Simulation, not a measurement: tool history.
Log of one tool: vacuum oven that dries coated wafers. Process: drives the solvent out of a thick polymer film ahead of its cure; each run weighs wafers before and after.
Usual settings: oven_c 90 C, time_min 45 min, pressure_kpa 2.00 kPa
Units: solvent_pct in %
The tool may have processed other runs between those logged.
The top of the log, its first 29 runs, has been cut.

run,hour,oven_c,time_min,pressure_kpa,hours of work since the thermocouples were calibrated,hours of work since the vacuum gauge was cleaned of residue,solvent_pct
30,252.9,85,55,2.40,176,167,4.57
31,264.8,90,77,6.25,181,172,3.00
32,275.8,90,59,6.25,186,176,3.73
33,287.6,90,59,6.25,191,181,3.67
34,293.6,84,59,3.35,193,184,4.89
35,298.7,84,45,1.73,195,186,5.81
36,310.9,84,45,1.60,201,192,5.84
37,323.2,92,41,2.00,206,197,3.47
38,334.6,79,78,5.54,211,202,6.45
39,344.0,79,41,5.54,215,206,9.43
40,353.9,79,45,4.18,219,210,8.67

What if the next run were any one of these 3? Each begins from the tool's condition after run 40:
A,365.7,101,45,2.00,224,215,?
B,365.7,93,27,1.03,224,215,?
C,365.7,90,64,5.64,224,215,?

run,solvent_pct
A,0.99
B,4.94
C,3.35
The same runs, with their run-to-run variation unchanged, on a tool lacking any hidden condition would have given:
run,solvent_pct
A,0.96
B,4.88
C,3.29

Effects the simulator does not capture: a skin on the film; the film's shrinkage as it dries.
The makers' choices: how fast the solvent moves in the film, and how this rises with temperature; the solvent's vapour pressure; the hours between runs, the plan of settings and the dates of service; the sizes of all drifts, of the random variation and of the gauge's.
